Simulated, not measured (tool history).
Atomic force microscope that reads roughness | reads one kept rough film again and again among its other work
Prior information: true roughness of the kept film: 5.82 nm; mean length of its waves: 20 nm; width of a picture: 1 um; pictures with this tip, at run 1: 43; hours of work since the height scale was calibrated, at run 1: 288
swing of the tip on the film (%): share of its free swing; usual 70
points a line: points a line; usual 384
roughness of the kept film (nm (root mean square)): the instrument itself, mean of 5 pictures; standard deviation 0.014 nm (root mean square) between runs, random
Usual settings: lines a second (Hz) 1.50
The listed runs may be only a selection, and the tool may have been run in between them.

| run | day | lines a second (Hz) | swing of the tip on the film (%) | points a line | pictures with this tip | hours of work since the height scale was calibrated | roughness of the kept film (nm (root mean square)) |
|---|---|---|---|---|---|---|---|
| 1 | 0.000 | 1.50 | 70 | 384 | 43 | 288 | 3.089 |
| 2 | 0.483 | 1.50 | 70 | 675 | 61 | 295 | 3.085 |
| 3 | 1.246 | 1.50 | 70 | 333 | 90 | 308 | 2.901 |
| 4 | 1.738 | 2.55 | 70 | 384 | 108 | 316 | 2.705 |
| 5 | 2.429 | 1.50 | 58 | 384 | 134 | 327 | 2.852 |
| 6 | 2.971 | 1.50 | 70 | 384 | 154 | 336 | 2.678 |
| 7 | 3.375 | 1.50 | 70 | 384 | 170 | 343 | 2.622 |
| 8 | 3.854 | 1.50 | 70 | 384 | 187 | 351 | 2.575 |
| 9 | 4.604 | 1.50 | 70 | 341 | 215 | 363 | 2.456 |
| 10 | 5.071 | 1.50 | 70 | 341 | 233 | 370 | 2.403 |
|  | 5.908 | new tip fitted |
| 11 | 6.004 | 1.50 | 70 | 341 | 4 | 385 | 3.097 |
| 12 | 6.471 | 1.50 | 70 | 384 | 21 | 393 | 3.017 |
| 13 | 7.379 | 1.50 | 70 | 384 | 55 | 408 | 2.882 |
| 14 | 7.858 | 1.50 | 70 | 653 | 73 | 416 | 2.848 |
| 15 | 8.583 | 1.50 | 70 | 653 | 100 | 427 | 2.779 |
| 16 | 9.383 | 1.50 | 85 | 653 | 130 | 441 | 2.417 |
| 17 | 10.021 | 1.50 | 85 | 653 | 154 | 451 | 2.367 |
| 18 | 10.596 | 1.50 | 85 | 653 | 176 | 460 | 2.288 |
| 19 | 11.496 | 0.54 | 87 | 362 | 209 | 475 | 2.403 |
| 20 | 12.025 | 1.71 | 60 | 362 | 229 | 484 | 2.394 |
| 21 | 12.888 | 2.56 | 68 | 384 | 261 | 498 | 2.165 |
|  | 12.988 | new tip fitted |
| 22 | 13.475 | 0.67 | 70 | 939 | 19 | 507 | 3.313 |
| 23 | 14.100 | 0.67 | 70 | 939 | 42 | 517 | 3.203 |
| 24 | 14.671 | 1.43 | 70 | 454 | 63 | 527 | 2.968 |
| 25 | 15.542 | 3.69 | 69 | 384 | 96 | 541 | 2.555 |
| 26 | 15.954 | 0.64 | 72 | 384 | 111 | 548 | 2.855 |

Expected results for the next run?
| 27 | 16.829 | 0.64 | 72 | 384 | 144 | 562 | ? |

roughness of the kept film (nm (root mean square)): 2.740
With no hidden state in the tool, this same run would have given roughness of the kept film (nm (root mean square)) 3.512.
